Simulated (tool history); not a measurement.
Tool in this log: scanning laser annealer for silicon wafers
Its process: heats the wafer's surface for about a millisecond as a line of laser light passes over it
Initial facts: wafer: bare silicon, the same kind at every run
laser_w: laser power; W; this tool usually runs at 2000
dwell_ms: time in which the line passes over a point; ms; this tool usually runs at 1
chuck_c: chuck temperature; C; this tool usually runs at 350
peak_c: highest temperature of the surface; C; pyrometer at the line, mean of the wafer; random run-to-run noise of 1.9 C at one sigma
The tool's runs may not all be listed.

run 1 hour=0 | laser_w=2000 dwell_ms=1 chuck_c=350 | peak_c=1085
run 2 hour=37.7 | laser_w=1880 dwell_ms=1 chuck_c=350 | peak_c=1038
run 3 hour=66.5 | laser_w=2000 dwell_ms=1 chuck_c=350 | peak_c=1084
run 4 hour=102.9 | laser_w=2000 dwell_ms=1.08 chuck_c=350 | peak_c=1107
run 5 hour=134.8 | laser_w=2000 dwell_ms=1.08 chuck_c=350 | peak_c=1105
run 6 hour=158.8 | laser_w=2000 dwell_ms=1.08 chuck_c=350 | peak_c=1103
run 7 hour=190.4 | laser_w=2000 dwell_ms=1.08 chuck_c=350 | peak_c=1103
run 8 hour=210.3 | laser_w=2029 dwell_ms=0.9 chuck_c=355 | peak_c=1057

Predict the results of run 9:
run 9 hour=230.9 | laser_w=2029 dwell_ms=0.9 chuck_c=355 | peak_c=?

Run 9 gave peak_c 1057 C.
With no hidden state in the tool, this same run would have given peak_c 1098 C.
